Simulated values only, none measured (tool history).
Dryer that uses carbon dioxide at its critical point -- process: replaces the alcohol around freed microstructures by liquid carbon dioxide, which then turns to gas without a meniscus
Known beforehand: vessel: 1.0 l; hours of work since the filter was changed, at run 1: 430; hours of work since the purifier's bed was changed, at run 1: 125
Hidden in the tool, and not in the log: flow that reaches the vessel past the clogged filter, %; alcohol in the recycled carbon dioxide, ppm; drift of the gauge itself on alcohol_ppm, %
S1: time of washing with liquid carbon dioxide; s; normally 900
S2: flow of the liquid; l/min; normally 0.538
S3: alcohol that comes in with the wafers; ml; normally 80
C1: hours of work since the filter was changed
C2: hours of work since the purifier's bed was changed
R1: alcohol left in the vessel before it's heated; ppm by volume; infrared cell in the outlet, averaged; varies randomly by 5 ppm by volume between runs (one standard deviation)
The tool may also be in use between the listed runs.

run   hour    S1     S2   S3   C1   C2   R1
  1    0.0   900  0.538   80  430  125   99
  2    7.7   900  0.538   80  435  131   98
  3   14.4   900  0.538   80  439  135  102
  4   24.9   900  0.538   80  447  142  104
      30.8  -- inlet filter changed
  5   31.0   900  0.538   80    0  146   46
  6   37.7   900  0.361   80    5  150  536
  7   43.5   900  0.813   80    9  154   13
  8   51.3   900  0.813   80   14  160   16
  9   63.4   900  0.813   80   22  168   15
 10   69.6   900  0.538   80   27  172   56
 11   75.8   900  0.400   80   31  176  321
 12   84.3   900  0.538   80   37  182   60
 13   92.9   900  0.538   80   42  188   49
 14  104.9   900  0.538   80   51  196   63
 15  114.3   900  0.538   80   57  203   61
 16  120.6  1020  0.538   80   61  207   43
 17  129.1   900  0.538   80   67  213   64
 18  140.3   900  0.453   80   75  221  169
 19  149.4   900  0.453   80   81  227  169
 20  160.7   900  0.453   80   89  235  173
 21  171.6   900  0.453   80   96  242  178
 22  182.3   900  0.453   80  104  249  175
 23  187.8   900  0.453   80  107  253  181
 24  196.3   900  0.453   80  113  259  180
 25  205.0  1080  0.857   80  119  265   24
 26  212.5  1320  0.538   34  124  270   23
 27  219.6   900  0.538  110  129  275   91
 28  230.4   900  0.485  110  136  282  159
 29  236.0  1260  0.401   80  140  286   63
 30  244.9   900  0.435   49  146  292  161
 31  256.8  1260  0.538   80  154  300   38
 32  264.2  1200  0.538   28  159  305   25
 33  275.7   900  0.779   49  167  313   26
 34  281.8   900  0.841   83  172  317   17
 35  288.8   900  0.841   83  176  322   29
 36  298.7   960  0.595   32  183  329   23
 37  308.3   960  0.606   27  190  335   30
 38  320.2   720  0.479  114  198  343  697
 39  332.7   720  0.479  114  206  352  713
 40  340.9   780  0.904   33  212  358   25
 41  347.4  1020  0.502   33  216  362   41
 42  352.7  1020  0.502   28  220  366   36
 43  364.3  1020  0.502   28  228  374   48
 44  370.3   900  0.538   99  232  378   98
 45  378.7   660  0.538   33  238  383  203
 46  386.2   900  0.397   80  243  389  440
 47  391.9   900  0.397   80  247  392  438

Hidden condition of the tool, last listed run before each entry between runs versus first listed run after:
Run 4 -> run 5: inlet filter changed (hour 30.8)
  flow that reaches the vessel past the clogged filter, %: 89 -> 100; alcohol in the recycled carbon dioxide, ppm: 14.3 -> 14.5
  the result without the hidden state subtracted from the measured one, R1: +61 -> +9 ppm by volume

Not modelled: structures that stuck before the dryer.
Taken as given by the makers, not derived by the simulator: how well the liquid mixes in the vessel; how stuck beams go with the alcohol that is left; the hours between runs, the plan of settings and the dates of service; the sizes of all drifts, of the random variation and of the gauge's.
